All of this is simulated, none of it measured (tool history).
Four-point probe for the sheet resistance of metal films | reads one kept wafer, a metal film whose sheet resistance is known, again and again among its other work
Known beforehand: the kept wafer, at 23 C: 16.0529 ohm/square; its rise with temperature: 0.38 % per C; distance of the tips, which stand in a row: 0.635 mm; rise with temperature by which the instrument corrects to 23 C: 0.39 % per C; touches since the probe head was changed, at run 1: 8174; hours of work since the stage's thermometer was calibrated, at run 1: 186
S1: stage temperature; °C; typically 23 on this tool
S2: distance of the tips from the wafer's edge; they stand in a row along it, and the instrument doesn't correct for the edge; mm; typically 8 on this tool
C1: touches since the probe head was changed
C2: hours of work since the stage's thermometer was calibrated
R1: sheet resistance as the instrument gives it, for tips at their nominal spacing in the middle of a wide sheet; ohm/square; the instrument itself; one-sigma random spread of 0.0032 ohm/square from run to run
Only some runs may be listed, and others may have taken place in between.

run	day	S1	S2	C1	C2	R1
1	0	23	8	8174	186	16.102067
2	0.367	23	34	8330	192	16.058182
3	0.775	23	8	8501	200	16.10956
4	1.233	23	8	8696	208	16.107581
5	1.658	23	8	8875	216	16.110434
6	2.004	23	8	9021	222	16.109791
7	2.408	23	8	9192	230	16.105913
8	2.854	19	8	9380	238	16.116179
9	3.367	19	8	9597	247	16.109686
10	3.846	19	8	9800	256	16.111181
11	4.358	19	8	10018	265	16.113147
12	4.658	19	8	10144	271	16.115257
13	5.262	21	3	10400	282	16.435168
14	5.621	27	15	10551	288	16.05644
15	5.896	34	30	10667	293	16.035132
# day 5.967: stage's thermometer calibrated
16	6.458	34	30	10896	9	16.041523
17	7.038	20	27	11140	20	16.061675
18	7.517	29	26	11343	28	16.045861
19	7.979	21	52	11540	37	16.059103
20	8.3	31	21	11674	43	16.044592
21	8.746	23	53	11864	51	16.059752
# day 9.171: stage's thermometer calibrated, once more
22	9.396	24	9	12129	4	16.095105
23	10.017	20	40	12392	15	16.057708

Consider 5 possible next runs. They are alternatives, not a sequence: every one starts from the tool as it was left by run 23. What does each give?
A	10.354	34	25	12535	22	?
B	10.354	23	4	12535	22	?
C	10.354	32	15	12535	22	?
D	10.354	20	5	12535	22	?
E	10.354	29	3	12535	22	?

run	R1
A	16.034816
B	16.267904
C	16.050525
D	16.199276
E	16.414455
What these runs would have given with no unlogged condition in the tool:
run	R1
A	16.037364
B	16.27048
C	16.053074
D	16.201841
E	16.417055
